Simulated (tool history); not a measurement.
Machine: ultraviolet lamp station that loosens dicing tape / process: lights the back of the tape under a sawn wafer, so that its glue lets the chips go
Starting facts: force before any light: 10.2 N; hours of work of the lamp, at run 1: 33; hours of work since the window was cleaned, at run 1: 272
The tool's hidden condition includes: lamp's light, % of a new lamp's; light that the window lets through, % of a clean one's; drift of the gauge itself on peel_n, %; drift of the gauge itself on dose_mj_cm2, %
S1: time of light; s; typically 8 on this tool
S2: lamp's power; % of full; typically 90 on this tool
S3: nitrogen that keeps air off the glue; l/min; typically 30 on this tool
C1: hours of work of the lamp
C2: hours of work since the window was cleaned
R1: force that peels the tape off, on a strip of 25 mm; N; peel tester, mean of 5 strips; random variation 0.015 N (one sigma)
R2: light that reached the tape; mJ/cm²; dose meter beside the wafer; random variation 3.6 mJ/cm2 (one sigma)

run	hour	S1	S2	S3	C1	C2	R1	R2
1	0.0	8	90	30	33	272	0.970	531
2	17.0	8	90	30	42	281	0.971	520
3	36.9	8	66	30	52	291	1.771	381
4	52.4	8	66	30	60	299	1.738	382
5	73.1	8	66	30	71	310	1.846	374
6	85.2	8	66	30	77	316	1.746	370
7	105.5	8	90	30	87	327	1.002	499
8	120.6	8	90	30	95	334	1.064	503
9	141.5	8	90	30	106	345	1.040	496
10	162.3	8	90	29	117	356	1.092	480
11	183.1	8	90	29	127	367	1.155	483
12	201.4	9	90	30	137	376	0.889	539
13	219.4	9	64	24	146	385	1.998	382
14	232.7	9	64	24	153	392	2.004	382
15	247.5	9	69	26	160	400	1.667	400
16	265.8	9	83	30	170	409	1.121	480
# hour 268.2: window cleaned of glue's vapour
17	287.0	8	62	10	181	10	3.799	295
# hour 302.8: window cleaned of glue's vapour, once more
18	303.4	8	71	26	189	0	1.576	417
19	313.2	8	71	26	194	5	1.598	418
20	333.1	8	71	44	204	16	1.185	407
21	348.5	8	94	30	212	24	0.943	547
22	365.3	8	94	30	221	32	0.915	538
23	379.2	8	66	34	228	39	1.613	377
24	394.5	8	100	14	236	47	1.426	567

Predict each of these 3 candidate next runs independently; none follows another, all start after run 24:
A	405.5	8	83	31	241	53	?	?
B	405.5	4	98	16	241	53	?	?
C	405.5	8	82	59	241	53	?	?

run	R1	R2
A	1.197	469
B	3.563	278
C	0.810	457
With no hidden state in the tool, these same runs would have given:
run	R1	R2
A	0.844	558
B	2.936	330
C	0.559	545

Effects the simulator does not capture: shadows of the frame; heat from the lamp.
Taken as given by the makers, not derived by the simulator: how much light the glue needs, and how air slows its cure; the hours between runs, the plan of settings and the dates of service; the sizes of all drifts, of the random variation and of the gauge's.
